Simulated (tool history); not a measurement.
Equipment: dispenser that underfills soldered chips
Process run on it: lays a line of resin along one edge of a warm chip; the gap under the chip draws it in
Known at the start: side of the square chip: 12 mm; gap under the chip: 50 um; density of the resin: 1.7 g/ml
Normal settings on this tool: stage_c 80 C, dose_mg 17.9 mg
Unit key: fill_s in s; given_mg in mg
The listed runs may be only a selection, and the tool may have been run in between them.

Run 1, day 0: usual settings. Result: fill_s 146 s, given_mg 17.9 mg.
Run 2, day 0.104: usual settings but dose_mg 21.1 mg. Result: fill_s 166.4 s, given_mg 21.03 mg.
At day 0.162: new syringe of resin.
Run 3, day 0.304: usual settings but dose_mg 22.5 mg. Result: fill_s 76 s, given_mg 22.47 mg.
Run 4, day 0.433: usual settings. Result: fill_s 94.4 s, given_mg 17.84 mg.
Run 5, day 0.562: usual settings but stage_c 88 C. Result: fill_s 83.1 s, given_mg 17.74 mg.
Run 6, day 0.738: usual settings but dose_mg 16 mg. Result: fill_s 147.4 s, given_mg 15.76 mg.
At day 0.921: new syringe of resin.
Run 7, day 0.933: usual settings but dose_mg 16 mg. Result: fill_s 67.8 s, given_mg 15.82 mg.
Run 8, day 1.083: usual settings but stage_c 66 C. Result: fill_s 146.3 s, given_mg 17.55 mg.
Run 9, day 1.25: usual settings but stage_c 66 C. Result: fill_s 187.8 s, given_mg 17.71 mg.
Run 10, day 1.35: usual settings but dose_mg 19.1 mg. Result: fill_s 118.2 s, given_mg 18.62 mg.
Run 11, day 1.471: usual settings but dose_mg 19.1 mg. Result: fill_s 138.1 s, given_mg 18.55 mg.
At day 1.675: new syringe of resin.
Run 12, day 1.675: usual settings. Result: fill_s 65 s, given_mg 17.31 mg.
Run 13, day 1.858: usual settings. Result: fill_s 84.7 s, given_mg 17.45 mg.
Run 14, day 2.004: usual settings. Result: fill_s 104 s, given_mg 17.39 mg.
Run 15, day 2.121: usual settings but stage_c 72 C, dose_mg 15.7 mg. Result: fill_s 175.8 s, given_mg 15.25 mg.
Run 16, day 2.208: usual settings but stage_c 72 C, dose_mg 21.6 mg. Result: fill_s 186.3 s, given_mg 20.85 mg.
Run 17, day 2.388: usual settings but stage_c 72 C, dose_mg 21.6 mg. Result: fill_s 237.8 s, given_mg 20.92 mg.
At day 2.425: new syringe of resin.
Run 18, day 2.496: usual settings but stage_c 79 C, dose_mg 19.2 mg. Result: fill_s 74.6 s, given_mg 18.51 mg.
Run 19, day 2.608: usual settings but stage_c 79 C, dose_mg 15.8 mg. Result: fill_s 91.9 s, given_mg 15.31 mg.
Run 20, day 2.788: usual settings but stage_c 79 C, dose_mg 20.8 mg. Result: fill_s 110.5 s, given_mg 20.11 mg.
Run 21, day 2.875: usual settings but stage_c 79 C, dose_mg 20.8 mg. Result: fill_s 123.9 s, given_mg 20.12 mg.
At day 2.967: dispensing valve cleaned and set on the balance.
Run 22, day 3.096: usual settings but stage_c 87 C, dose_mg 17.6 mg. Result: fill_s 119.8 s, given_mg 17.65 mg.
At day 3.221: new syringe of resin.
Run 23, day 3.283: usual settings but stage_c 87 C, dose_mg 16.4 mg. Result: fill_s 55.3 s, given_mg 16.41 mg.
Run 24, day 3.425: usual settings but stage_c 94 C, dose_mg 23 mg. Result: fill_s 48.8 s, given_mg 23.14 mg.
Run 25, day 3.512: usual settings but dose_mg 20.2 mg. Result: fill_s 93 s, given_mg 20.01 mg.
Run 26, day 3.675: usual settings but dose_mg 20.2 mg. Result: fill_s 120.4 s, given_mg 20.15 mg.
Run 27, day 3.858: usual settings but dose_mg 20.2 mg. Result: fill_s 151.4 s, given_mg 19.92 mg.

Predict each of these 5 candidate next runs independently; none follows another, all start after run 27:
At day 3.979: new syringe of resin.
Run A, day 4.029: usual settings but stage_c 92 C, dose_mg 22.8 mg. Result: fill_s ?, given_mg ?.
At day 3.979: new syringe of resin.
Run B, day 4.029: usual settings but dose_mg 22.5 mg. Result: fill_s ?, given_mg ?.
At day 3.979: new syringe of resin.
Run C, day 4.029: usual settings but stage_c 79 C, dose_mg 20.8 mg. Result: fill_s ?, given_mg ?.
At day 3.979: new syringe of resin.
Run D, day 4.029: usual settings but stage_c 79 C, dose_mg 20.2 mg. Result: fill_s ?, given_mg ?.
At day 3.979: new syringe of resin.
Run E, day 4.029: usual settings but stage_c 87 C, dose_mg 22.7 mg. Result: fill_s ?, given_mg ?.

run  fill_s  given_mg
  A    41.6     22.69
  B    67.1     22.38
  C    69.1      20.6
  D    68.9     20.08
  E    51.2     22.44
With no hidden state in the tool, these same runs would have given:
run  fill_s  given_mg
  A    38.5     22.91
  B      62      22.6
  C    63.9      20.8
  D    63.7     20.27
  E    47.4     22.66

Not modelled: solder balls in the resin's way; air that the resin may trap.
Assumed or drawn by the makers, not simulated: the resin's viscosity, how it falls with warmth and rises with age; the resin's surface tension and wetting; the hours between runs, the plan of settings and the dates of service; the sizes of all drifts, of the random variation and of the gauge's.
